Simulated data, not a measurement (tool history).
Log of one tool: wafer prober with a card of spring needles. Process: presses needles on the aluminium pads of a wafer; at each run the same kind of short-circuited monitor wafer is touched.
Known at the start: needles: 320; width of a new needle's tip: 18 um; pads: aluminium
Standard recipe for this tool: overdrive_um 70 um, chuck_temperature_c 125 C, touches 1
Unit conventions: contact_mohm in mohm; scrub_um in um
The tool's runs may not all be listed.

run	hour	overdrive_um	chuck_temperature_c	touches	contact_mohm	scrub_um
1	0	70	125	1	289	18.3
# hour 9.4: tips cleaned on abrasive film
# hour 35.2: tips cleaned on abrasive film
# hour 55.8: tips cleaned on abrasive film
# hour 65.6: height of the first contact set anew
# hour 80.6: tips cleaned on abrasive film
2	89.6	70	125	1	292	18.28
# hour 104.3: tips cleaned on abrasive film
# hour 130: tips cleaned on abrasive film
# hour 150.6: tips cleaned on abrasive film
# hour 176.3: tips cleaned on abrasive film
3	182.3	70	125	1	291	18.26
# hour 197.2: tips cleaned on abrasive film
# hour 217.8: tips cleaned on abrasive film
# hour 241.8: tips cleaned on abrasive film
# hour 267.6: tips cleaned on abrasive film
4	278.2	70	125	1	289	18.23
# hour 293.2: tips cleaned on abrasive film
# hour 313.8: tips cleaned on abrasive film
5	322.2	70	125	1	289	18.28
# hour 337.6: tips cleaned on abrasive film
# hour 363.3: tips cleaned on abrasive film
# hour 383.9: tips cleaned on abrasive film
6	396.1	70	125	1	292	18.2
# hour 406: tips cleaned on abrasive film
# hour 421.7: height of the first contact set anew
# hour 426.9: tips cleaned on abrasive film
# hour 452.4: tips cleaned on abrasive film
# hour 477.1: tips cleaned on abrasive film
7	488.2	70	125	1	290	18.21
# hour 498.6: tips cleaned on abrasive film
# hour 524: tips cleaned on abrasive film
# hour 545.1: tips cleaned on abrasive film
8	545.1	70	125	1	290	18.16
# hour 569.5: tips cleaned on abrasive film
9	589.1	70	125	1	292	18.17
# hour 594.4: tips cleaned on abrasive film
# hour 619.6: tips cleaned on abrasive film
10	638.3	70	125	1	293	18.2
# hour 643.5: tips cleaned on abrasive film
# hour 668.5: tips cleaned on abrasive film
# hour 693: tips cleaned on abrasive film
11	704.9	70	125	1	286	18.12
# hour 715.2: tips cleaned on abrasive film
# hour 735.8: tips cleaned on abrasive film
# hour 760.9: tips cleaned on abrasive film
# hour 781.5: tips cleaned on abrasive film
# hour 781.8: height of the first contact set anew
12	789.3	70	125	1	288	18.08
# hour 804.8: tips cleaned on abrasive film
# hour 829.6: tips cleaned on abrasive film
# hour 850.2: tips cleaned on abrasive film
# hour 875.8: tips cleaned on abrasive film
13	884.3	70	125	1	289	18.09
# hour 899.3: tips cleaned on abrasive film
# hour 924.8: tips cleaned on abrasive film
# hour 950.5: tips cleaned on abrasive film
# hour 971.1: tips cleaned on abrasive film
14	979.3	70	65	1	271	18.03
# hour 994.7: tips cleaned on abrasive film
# hour 1018.1: tips cleaned on abrasive film
# hour 1038.6: tips cleaned on abrasive film
# hour 1063.7: tips cleaned on abrasive film
15	1070.1	70	65	1	273	18.02
# hour 1085.6: tips cleaned on abrasive film
# hour 1106.2: tips cleaned on abrasive film
16	1125.6	70	65	1	270	17.99
# hour 1130.8: tips cleaned on abrasive film
# hour 1141.3: height of the first contact set anew
# hour 1151.7: tips cleaned on abrasive film
# hour 1176.3: tips cleaned on abrasive film
17	1193.4	60	50	2	270	15.43
# hour 1198.6: tips cleaned on abrasive film
# hour 1222.7: tips cleaned on abrasive film
# hour 1248: tips cleaned on abrasive film
# hour 1273.3: tips cleaned on abrasive film
18	1279.2	60	50	2	271	15.4
# hour 1294.6: tips cleaned on abrasive film
# hour 1315.2: tips cleaned on abrasive film
# hour 1340.3: tips cleaned on abrasive film
# hour 1361.9: tips cleaned on abrasive film
19	1361.9	60	50	2	269	15.42

What will run 20 give?
# hour 1387.2: tips cleaned on abrasive film
# hour 1412.6: tips cleaned on abrasive film
# hour 1437.1: tips cleaned on abrasive film
# hour 1462.2: tips cleaned on abrasive film
20	1462.2	87	50	2	?	?

contact_mohm: 265 mohm
scrub_um: 22.32 um
The same run, on a tool lacking any hidden state, would have yielded contact_mohm 265 mohm, scrub_um 22.81 um.

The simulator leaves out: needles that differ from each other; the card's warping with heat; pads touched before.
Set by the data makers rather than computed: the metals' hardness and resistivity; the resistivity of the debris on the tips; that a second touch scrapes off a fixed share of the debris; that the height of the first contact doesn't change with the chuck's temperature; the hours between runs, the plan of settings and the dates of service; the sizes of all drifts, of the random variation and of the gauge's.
